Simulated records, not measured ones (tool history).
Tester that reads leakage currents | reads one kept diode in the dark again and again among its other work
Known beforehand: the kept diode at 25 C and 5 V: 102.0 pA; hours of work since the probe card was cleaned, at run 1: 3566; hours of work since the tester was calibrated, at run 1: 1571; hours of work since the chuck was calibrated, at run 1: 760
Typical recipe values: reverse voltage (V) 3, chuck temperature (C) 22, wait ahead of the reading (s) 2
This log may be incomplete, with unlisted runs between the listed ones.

run    hour  reverse voltage (V)  chuck temperature (C)  wait ahead of the reading (s)  hours of work since the probe card was cleaned  hours of work since the tester was calibrated  hours of work since the chuck was calibrated  current that the tester gives (pA)
  1       0                    3                     22                              2                                            3566                                           1571                                           760                               62.07
  2    42.6                    3                     22                              2                                            3584                                           1589                                           778                               61.94
       90.7  -- probe card cleaned and baked
  3   128.8                    3                     22                              2                                              16                                           1623                                           812                                62.1
  4   183.9                    3                     22                              2                                              38                                           1646                                           834                               62.19
  5     268                    3                     22                              2                                              73                                           1680                                           869                               62.27
  6     319                    3                     22                              2                                              94                                           1701                                           890                                62.3
  7   374.7                    3                     22                              2                                             117                                           1724                                           913                               62.11
  8   420.1                    3                     22                              2                                             135                                           1743                                           932                               62.16
  9   471.1                    3                     22                           1.88                                             156                                           1764                                           953                               62.37
 10   555.2                    3                     22                           1.88                                             191                                           1798                                           987                               62.09
 11   625.7                    3                     22                           1.47                                             220                                           1827                                          1016                               62.42
 12   674.5                    3                     22                           1.47                                             240                                           1847                                          1036                               62.02
 13   754.9                12.66                     22                              2                                             273                                           1880                                          1069                              119.72
 14   833.6                12.66                     39                              2                                             305                                           1913                                          1102                              519.28
 15   921.8                    3                     22                            0.4                                             342                                           1949                                          1138                               64.11
 16  1009.2                    3                     41                              2                                             378                                           1985                                          1174                              318.65
 17  1065.8                    3                     41                              2                                             401                                           2008                                          1197                              318.24
 18  1166.1                    3                     41                              2                                             442                                           2050                                          1238                              320.62
 19  1236.5                    3                     41                              2                                             471                                           2078                                          1267                              319.95
 20  1336.9                    3                     41                              2                                             512                                           2120                                          1308                              320.04
 21  1377.5                    3                     41                              2                                             529                                           2136                                          1325                              318.98
 22  1449.6                    3                     25                           0.55                                             559                                           2166                                          1355                               82.06
 23  1499.7                 1.72                     50                           4.02                                             579                                           2187                                          1375                              505.66
 24  1591.1                 6.55                     28                              2                                             617                                           2224                                          1413                              152.04
 25  1640.6                 2.11                     22                           0.37                                             637                                           2245                                          1433                                53.7
 26  1735.1                 2.11                     22                           0.37                                             676                                           2283                                          1472                                  54
 27  1793.3                 2.11                     22                           0.37                                             700                                           2307                                          1496                               53.69
 28    1892                 14.5                     36                           0.37                                             741                                           2348                                          1537                              437.95
 29  1973.1                 5.52                     36                           4.58                                             774                                           2381                                          1570                              277.08
 30  2040.9                 5.52                     36                           4.58                                             802                                           2409                                          1598                              278.37
     2051.7  -- chuck's temperature calibrated
 31  2109.5                 5.52                     36                           4.58                                             829                                           2437                                            24                              277.44
 32  2197.6                 4.26                     41                              2                                             865                                           2473                                            60                              372.79
 33  2286.6                 4.26                     41                              2                                             902                                           2509                                            97                              373.69
 34  2342.3                10.04                     49                           8.49                                             925                                           2532                                           119                             1035.19
 35  2388.7                19.64                     21                           8.49                                             944                                           2551                                           139                              131.77
 36  2442.3                16.72                     21                           4.76                                             966                                           2573                                           161                              123.04
 37  2538.8                19.86                     37                            5.8                                            1006                                           2613                                           200                              539.39
 38  2635.7                 5.69                     20                            0.3                                            1045                                           2653                                           240                               72.78
 39  2725.9                  9.5                     58                           2.67                                            1083                                           2690                                           277                             1982.88

How would selected steps in current that the tester gives (pA) from run to run divide? Give the signed amount a tool lacking its hidden state would still show from settings, what came in and random variation, and the signed amount left for the hidden state, including any gauge scatter that is not in both of the compared results.
Hidden state at play: stray current of the dirty probe card, pA a volt; current scale over the true one, %; true chuck temperature over the reading, C; drift of the gauge itself on leakage_pa, %.
Run 22 -> 23: reverse voltage (V) 3 -> 1.72, chuck temperature (C) 25 -> 50, wait ahead of the reading (s) 0.55 -> 4.02. current that the tester gives (pA) +423.6: hidden state +0.22, all else +423.38.
Run 27 -> 28: reverse voltage (V) 2.11 -> 14.5, chuck temperature (C) 22 -> 36. current that the tester gives (pA) +384.26: hidden state +0.24, all else +384.02.
Run 33 -> 34: reverse voltage (V) 4.26 -> 10.04, chuck temperature (C) 41 -> 49, wait ahead of the reading (s) 2 -> 8.49. current that the tester gives (pA) +661.5: hidden state +0.19, all else +661.31.
Run 34 -> 35: reverse voltage (V) 10.04 -> 19.64, chuck temperature (C) 49 -> 21. current that the tester gives (pA) -903.42: hidden state -0.22, all else -903.2.
Run 38 -> 39: reverse voltage (V) 5.69 -> 9.5, chuck temperature (C) 20 -> 58, wait ahead of the reading (s) 0.3 -> 2.67. current that the tester gives (pA) +1910.1: hidden state +0.58, all else +1909.52.

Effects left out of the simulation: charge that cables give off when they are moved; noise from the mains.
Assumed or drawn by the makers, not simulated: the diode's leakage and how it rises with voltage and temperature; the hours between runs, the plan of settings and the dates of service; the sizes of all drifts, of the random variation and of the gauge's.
